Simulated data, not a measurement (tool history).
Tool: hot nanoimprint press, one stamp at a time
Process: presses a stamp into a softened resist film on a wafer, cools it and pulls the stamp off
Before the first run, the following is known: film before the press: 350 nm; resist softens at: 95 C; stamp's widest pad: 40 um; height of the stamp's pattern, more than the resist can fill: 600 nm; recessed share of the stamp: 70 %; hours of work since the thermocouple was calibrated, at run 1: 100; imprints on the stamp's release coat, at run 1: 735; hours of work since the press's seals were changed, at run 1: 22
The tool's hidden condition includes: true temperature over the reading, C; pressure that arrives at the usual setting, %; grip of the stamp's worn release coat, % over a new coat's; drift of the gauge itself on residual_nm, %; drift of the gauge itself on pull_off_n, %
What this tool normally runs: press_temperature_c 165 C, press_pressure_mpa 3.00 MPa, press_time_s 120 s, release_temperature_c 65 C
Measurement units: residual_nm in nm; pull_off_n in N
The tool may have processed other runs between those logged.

run,hour,press_temperature_c,press_pressure_mpa,press_time_s,release_temperature_c,hours of work since the thermocouple was calibrated,imprints on the stamp's release coat,hours of work since the press's seals were changed,residual_nm,pull_off_n
1,0.0,165,3.00,120,65,100,735,22,133.1,143
2,19.6,165,3.00,120,65,114,830,36,133.1,140
3,36.8,165,3.00,120,56,127,913,49,133.0,164
4,54.8,165,3.00,87,65,140,1000,62,150.9,143
5,79.2,165,2.94,87,65,158,1119,80,152.2,149
6,106.5,165,2.94,87,65,178,1251,100,152.2,147
7,136.9,165,1.85,87,65,201,1399,123,183.0,152
8,173.0,162,1.85,87,65,227,1574,149,202.4,153
# hour 204.8: stamp cleaned and given a new release coat
9,206.7,162,1.85,87,65,248,9,170,202.1,129
10,227.2,162,1.85,87,65,263,109,185,201.6,130
# hour 240.3: plate thermocouple calibrated
11,269.9,165,3.00,120,65,22,301,214,135.0,134
12,290.7,165,3.00,120,65,37,402,230,134.9,138
13,312.1,165,3.00,120,65,53,506,245,134.5,141
14,350.4,165,3.00,86,65,81,692,274,153.8,140
15,380.7,165,3.00,120,65,104,839,296,134.4,142
16,403.9,167,2.80,120,72,121,951,313,127.6,125
17,432.0,163,2.80,120,68,141,1087,334,149.3,137
18,460.2,163,2.46,120,70,162,1224,355,157.3,135
19,491.9,157,2.46,72,70,186,1378,378,231.4,135
20,529.5,157,2.46,72,70,213,1560,406,230.6,139
21,555.6,162,2.37,173,54,233,1687,425,142.6,184
# hour 564.4: stamp cleaned and given a new release coat
22,581.7,156,3.99,176,65,247,84,440,147.9,132
# hour 616.5: plate thermocouple calibrated
23,621.9,156,3.99,176,65,4,265,467,151.8,135
24,661.4,165,4.11,169,65,33,456,496,102.0,137
25,680.5,157,3.00,120,65,47,549,511,186.4,136
26,712.1,174,3.00,120,50,71,702,534,94.3,177
27,746.9,154,3.89,124,53,96,871,560,188.4,171
28,779.5,154,3.39,124,62,120,1029,584,197.3,152
29,815.2,165,3.00,157,65,147,1202,610,119.4,145

4 options for the next run, each taken on its own from the tool as it stands now. Forecast them:
A,835.8,165,3.99,120,65,162,1302,625,?,?
B,835.8,165,4.36,157,65,162,1302,625,?,?
C,835.8,159,3.00,170,55,162,1302,625,?,?
D,835.8,167,3.15,157,67,162,1302,625,?,?

run,residual_nm,pull_off_n
A,118.0,148
B,101.2,145
C,148.8,174
D,107.2,143
Stripped of hidden state, with their random variation kept, the same runs would have yielded:
run,residual_nm,pull_off_n
A,117.6,131
B,100.5,128
C,149.6,154
D,107.3,126
